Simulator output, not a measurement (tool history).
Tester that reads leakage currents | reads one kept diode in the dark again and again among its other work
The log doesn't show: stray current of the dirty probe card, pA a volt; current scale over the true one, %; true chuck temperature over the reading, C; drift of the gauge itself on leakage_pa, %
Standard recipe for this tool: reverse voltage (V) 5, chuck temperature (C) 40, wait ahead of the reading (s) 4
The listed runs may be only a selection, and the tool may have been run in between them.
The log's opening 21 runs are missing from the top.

run	hour	reverse voltage (V)	chuck temperature (C)	wait ahead of the reading (s)	hours of work since the probe card was cleaned	hours of work since the tester was calibrated	hours of work since the chuck was calibrated	current that the tester gives (pA)
22	1919.1	9.59	48	0.7	1263	1811	1111	54.39
23	2001.4	9.59	48	0.7	1328	1877	1177	54.06
24	2115.8	1.86	25	0.7	1420	1968	1269	4.69
25	2187.3	3.42	27	0.7	1477	2026	1326	7.64
26	2319.9	5.11	48	0.7	1583	2131	1432	41.52
27	2377.6	5.11	48	0.7	1629	2178	1478	41.03
28	2492.4	1.06	48	1.04	1721	2269	1569	21.81
29	2579.7	1.06	48	1.04	1790	2339	1639	21.69
30	2652.7	2.44	58	3.28	1849	2397	1698	65.14

Consider 4 possible next runs. They are alternatives, not a sequence: every one starts from the tool as it was left by run 30. What does each give?
A	2762.1	4.45	58	3.28	1936	2485	1785	?
B	2762.1	2.44	58	6.17	1936	2485	1785	?
C	2762.1	1.98	27	0.44	1936	2485	1785	?
D	2762.1	1.28	31	7.6	1936	2485	1785	?

run	current that the tester gives (pA)
A	81.5
B	64.55
C	5.96
D	5.66
The same runs, with their run-to-run variation unchanged, on a tool lacking any hidden condition would have given:
run	current that the tester gives (pA)
A	91.31
B	73.28
C	5.32
D	5.71
